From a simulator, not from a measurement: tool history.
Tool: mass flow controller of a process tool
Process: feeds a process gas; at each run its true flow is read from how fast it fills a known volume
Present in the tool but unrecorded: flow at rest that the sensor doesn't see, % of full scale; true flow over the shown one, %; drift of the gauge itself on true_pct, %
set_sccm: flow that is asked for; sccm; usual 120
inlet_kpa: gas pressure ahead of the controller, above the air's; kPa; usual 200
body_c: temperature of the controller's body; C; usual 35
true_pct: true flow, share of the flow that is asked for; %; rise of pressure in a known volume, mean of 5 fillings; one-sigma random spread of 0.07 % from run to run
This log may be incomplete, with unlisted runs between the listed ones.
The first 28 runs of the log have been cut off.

run,hour,set_sccm,inlet_kpa,body_c,hours of work since the controller was set to zero,hours of work since the controller was changed,true_pct
29,4333.9,120,200,24,2267,2267,98.85
30,4468.3,120,194,32,2322,2322,99.13
31,4587.7,22,253,35,2370,2370,97.42
32,4754.6,126,200,35,2438,2438,99.22
33,4935.6,74,159,35,2512,2512,98.75
34,5045.8,74,233,37,2557,2557,98.24
35,5247.3,53,192,29,2640,2640,98.09
36,5350.6,53,192,29,2682,2682,98.14
37,5464.5,120,278,35,2728,2728,98.53
38,5555.9,44,200,28,2766,2766,97.93
39,5746.3,50,223,32,2843,2843,97.83
40,5909.0,50,223,32,2910,2910,97.93
41,6068.9,50,223,32,2975,2975,97.94
42,6189.5,50,223,32,3024,3024,97.88
43,6323.7,178,229,22,3079,3079,99.41
44,6446.3,120,267,33,3129,3129,98.58
45,6592.2,107,267,33,3189,3189,98.38
46,6734.0,23,165,29,3247,3247,97.89
47,6904.9,23,165,29,3317,3317,98.07

Forecast run 48:
48,7082.3,30,233,32,3389,3389,?

{"run 48": {"true_pct": 97.51}}
Minus the tool's unlogged condition, the same run would have read true_pct 97.49 %.
